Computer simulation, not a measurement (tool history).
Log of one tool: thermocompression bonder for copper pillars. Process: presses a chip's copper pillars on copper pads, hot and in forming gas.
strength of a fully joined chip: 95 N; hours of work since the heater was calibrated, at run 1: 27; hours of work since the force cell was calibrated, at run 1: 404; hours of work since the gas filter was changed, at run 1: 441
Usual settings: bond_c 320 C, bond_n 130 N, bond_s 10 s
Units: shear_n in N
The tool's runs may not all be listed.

run	day	bond_c	bond_n	bond_s	hours of work since the heater was calibrated	hours of work since the force cell was calibrated	hours of work since the gas filter was changed	shear_n
1	0.000	320	130	10	27	404	441	59.7
# day 0.671: forming gas filter changed
2	1.183	295	130	10	43	420	7	43.4
3	2.042	295	130	10	55	432	19	43.6
4	3.429	320	130	11	74	452	39	60.7
5	4.262	320	130	11	86	464	50	61.9
6	6.079	320	130	10	111	489	76	59.3
7	7.921	320	130	10	137	515	102	59.6
8	9.400	320	130	10	158	536	122	61.5
9	11.212	320	130	10	183	561	148	59.4
10	12.029	304	168	10	195	572	159	60.5
11	13.004	297	101	10	209	586	173	36.3
12	14.804	297	101	10	234	611	198	34.8
13	16.350	297	101	10	256	633	220	35.1
14	17.279	345	95	9	269	646	233	57.7
15	18.271	345	95	9	282	660	247	57.6
16	20.058	320	104	9	308	685	272	47.0
17	21.108	342	87	21	322	700	287	65.0
18	22.121	336	130	14	336	714	301	74.7

How the hidden state differs across the entries between the runs, from the last listed run before each to the first after it:
Between runs 1 and 2: forming gas filter changed (day 0.671)
  oxide that the forming gas leaves, % of the face: 0.67 -> 0.5
